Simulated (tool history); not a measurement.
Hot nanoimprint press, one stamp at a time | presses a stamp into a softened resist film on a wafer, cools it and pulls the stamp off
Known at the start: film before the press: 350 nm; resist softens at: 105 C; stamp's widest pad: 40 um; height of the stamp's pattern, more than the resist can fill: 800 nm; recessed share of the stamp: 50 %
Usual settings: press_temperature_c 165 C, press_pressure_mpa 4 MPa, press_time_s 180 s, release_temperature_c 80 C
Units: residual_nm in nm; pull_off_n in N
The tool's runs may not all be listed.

{"run": 1, "hour": 0.0, "press_temperature_c": 165, "press_pressure_mpa": 4, "press_time_s": 180, "release_temperature_c": 80, "residual_nm": 162.8, "pull_off_n": 178}
{"run": 2, "hour": 53.7, "press_temperature_c": 165, "press_pressure_mpa": 3.22, "press_time_s": 180, "release_temperature_c": 80, "residual_nm": 185.4, "pull_off_n": 189}
{"run": 3, "hour": 108.8, "press_temperature_c": 165, "press_pressure_mpa": 3.22, "press_time_s": 180, "release_temperature_c": 80, "residual_nm": 184.3, "pull_off_n": 133}
{"run": 4, "hour": 142.4, "press_temperature_c": 165, "press_pressure_mpa": 4, "press_time_s": 180, "release_temperature_c": 80, "residual_nm": 166.2, "pull_off_n": 142}
{"run": 5, "hour": 179.3, "press_temperature_c": 165, "press_pressure_mpa": 4, "press_time_s": 180, "release_temperature_c": 80, "residual_nm": 166.3, "pull_off_n": 141}
{"run": 6, "hour": 216.8, "press_temperature_c": 165, "press_pressure_mpa": 4, "press_time_s": 180, "release_temperature_c": 80, "residual_nm": 166.7, "pull_off_n": 154}
{"run": 7, "hour": 247.2, "press_temperature_c": 172, "press_pressure_mpa": 4, "press_time_s": 180, "release_temperature_c": 80, "residual_nm": 116.5, "pull_off_n": 163}
{"run": 8, "hour": 292.6, "press_temperature_c": 165, "press_pressure_mpa": 4, "press_time_s": 180, "release_temperature_c": 72, "residual_nm": 168.7, "pull_off_n": 189}
{"run": 9, "hour": 317.2, "press_temperature_c": 166, "press_pressure_mpa": 4, "press_time_s": 180, "release_temperature_c": 72, "residual_nm": 161.4, "pull_off_n": 190}
{"run": 10, "hour": 357.3, "press_temperature_c": 173, "press_pressure_mpa": 4, "press_time_s": 180, "release_temperature_c": 80, "residual_nm": 111.6, "pull_off_n": 176}
{"run": 11, "hour": 417.2, "press_temperature_c": 173, "press_pressure_mpa": 4, "press_time_s": 180, "release_temperature_c": 80, "residual_nm": 112.4, "pull_off_n": 129}
{"run": 12, "hour": 450.9, "press_temperature_c": 165, "press_pressure_mpa": 4, "press_time_s": 180, "release_temperature_c": 80, "residual_nm": 174.2, "pull_off_n": 138}
{"run": 13, "hour": 489.0, "press_temperature_c": 165, "press_pressure_mpa": 4, "press_time_s": 180, "release_temperature_c": 80, "residual_nm": 174.7, "pull_off_n": 146}
{"run": 14, "hour": 513.4, "press_temperature_c": 165, "press_pressure_mpa": 4, "press_time_s": 208, "release_temperature_c": 80, "residual_nm": 168.5, "pull_off_n": 152}
{"run": 15, "hour": 565.7, "press_temperature_c": 165, "press_pressure_mpa": 4, "press_time_s": 208, "release_temperature_c": 80, "residual_nm": 171.5, "pull_off_n": 159}
{"run": 16, "hour": 612.8, "press_temperature_c": 165, "press_pressure_mpa": 5.99, "press_time_s": 110, "release_temperature_c": 80, "residual_nm": 172, "pull_off_n": 171}
{"run": 17, "hour": 639.9, "press_temperature_c": 165, "press_pressure_mpa": 5.99, "press_time_s": 110, "release_temperature_c": 80, "residual_nm": 170.7, "pull_off_n": 173}
{"run": 18, "hour": 690.0, "press_temperature_c": 172, "press_pressure_mpa": 4.64, "press_time_s": 127, "release_temperature_c": 76, "residual_nm": 129.5, "pull_off_n": 191}
{"run": 19, "hour": 746.5, "press_temperature_c": 173, "press_pressure_mpa": 5.16, "press_time_s": 127, "release_temperature_c": 72, "residual_nm": 114.3, "pull_off_n": 147}
{"run": 20, "hour": 784.7, "press_temperature_c": 170, "press_pressure_mpa": 6.08, "press_time_s": 117, "release_temperature_c": 77, "residual_nm": 130.8, "pull_off_n": 147}
{"run": 21, "hour": 809.7, "press_temperature_c": 165, "press_pressure_mpa": 3.57, "press_time_s": 201, "release_temperature_c": 73, "residual_nm": 187, "pull_off_n": 162}
{"run": 22, "hour": 849.8, "press_temperature_c": 155, "press_pressure_mpa": 5.27, "press_time_s": 233, "release_temperature_c": 84, "residual_nm": 256.2, "pull_off_n": 141}
{"run": 23, "hour": 884.0, "press_temperature_c": 172, "press_pressure_mpa": 4, "press_time_s": 180, "release_temperature_c": 83, "residual_nm": 128.1, "pull_off_n": 152}
{"run": 24, "hour": 926.6, "press_temperature_c": 172, "press_pressure_mpa": 4, "press_time_s": 180, "release_temperature_c": 83, "residual_nm": 114.2, "pull_off_n": 149}
{"run": 25, "hour": 976.9, "press_temperature_c": 160, "press_pressure_mpa": 5.33, "press_time_s": 92, "release_temperature_c": 73, "residual_nm": 228.7, "pull_off_n": 197}
{"run": 26, "hour": 1026.1, "press_temperature_c": 162, "press_pressure_mpa": 2.85, "press_time_s": 166, "release_temperature_c": 74, "residual_nm": 233.4, "pull_off_n": 197}
{"run": 27, "hour": 1065.0, "press_temperature_c": 162, "press_pressure_mpa": 4.38, "press_time_s": 180, "release_temperature_c": 80, "residual_nm": 187.3, "pull_off_n": 187}
{"run": 28, "hour": 1112.3, "press_temperature_c": 162, "press_pressure_mpa": 2.58, "press_time_s": 218, "release_temperature_c": 80, "residual_nm": 225.1, "pull_off_n": 137}
{"run": 29, "hour": 1154.0, "press_temperature_c": 168, "press_pressure_mpa": 2.58, "press_time_s": 223, "release_temperature_c": 88, "residual_nm": 167.5, "pull_off_n": 115}

Not shown: 6 entries that the log had between the listed runs. Between which runs, and how does the tool's hidden state differ before and after?
Between runs 2 and 3: stamp cleaned and given a new release coat (hour 86.5)
  true temperature over the reading, C: -0.13 -> -0.24; pressure that arrives at the usual setting, %: 98.77 -> 98.52; grip of the stamp's worn release coat, % over a new coat's: 42.3 -> 2.9
  measured less the result without the state, residual_nm: +2.1 -> +3.4 nm; pull_off_n: +56 -> +4 N
Between runs 10 and 11: stamp cleaned and given a new release coat (hour 417.2)
  true temperature over the reading, C: -0.86 -> -0.99; pressure that arrives at the usual setting, %: 97.21 -> 96.93; grip of the stamp's worn release coat, % over a new coat's: 38.1 -> 0
  measured less the result without the state, residual_nm: +6.8 -> +7.7 nm; pull_off_n: +50 -> +2 N
Between runs 18 and 19: stamp cleaned and given a new release coat (hour 746.5)
  true temperature over the reading, C: -1.66 -> -1.78; pressure that arrives at the usual setting, %: 95.51 -> 95.26; grip of the stamp's worn release coat, % over a new coat's: 38.3 -> 0
  measured less the result without the state, residual_nm: +14.6 -> +14.3 nm; pull_off_n: +57 -> +4 N
Between runs 23 and 24: plate thermocouple calibrated (hour 923.7)
  true temperature over the reading, C: -2.12 -> 0.22; pressure that arrives at the usual setting, %: 94.54 -> 94.34; grip of the stamp's worn release coat, % over a new coat's: 18.7 -> 24.4
  measured less the result without the state, residual_nm: +17.4 -> +2.6 nm; pull_off_n: +28 -> +29 N
Between runs 27 and 28: stamp cleaned and given a new release coat (hour 1079.7)
  true temperature over the reading, C: -0.12 -> -0.22; pressure that arrives at the usual setting, %: 93.64 -> 93.42; grip of the stamp's worn release coat, % over a new coat's: 44.8 -> 4.3
  measured less the result without the state, residual_nm: +8 -> +6.5 nm; pull_off_n: +58 -> +6 N
Between runs 28 and 29: press's hydraulic seals changed and the load cell set to zero (hour 1153.5)
  true temperature over the reading, C: -0.22 -> -0.3; pressure that arrives at the usual setting, %: 93.42 -> 100.15; grip of the stamp's worn release coat, % over a new coat's: 4.3 -> 8.9
  measured less the result without the state, residual_nm: +6.5 -> +2.5 nm; pull_off_n: +6 -> +10 N

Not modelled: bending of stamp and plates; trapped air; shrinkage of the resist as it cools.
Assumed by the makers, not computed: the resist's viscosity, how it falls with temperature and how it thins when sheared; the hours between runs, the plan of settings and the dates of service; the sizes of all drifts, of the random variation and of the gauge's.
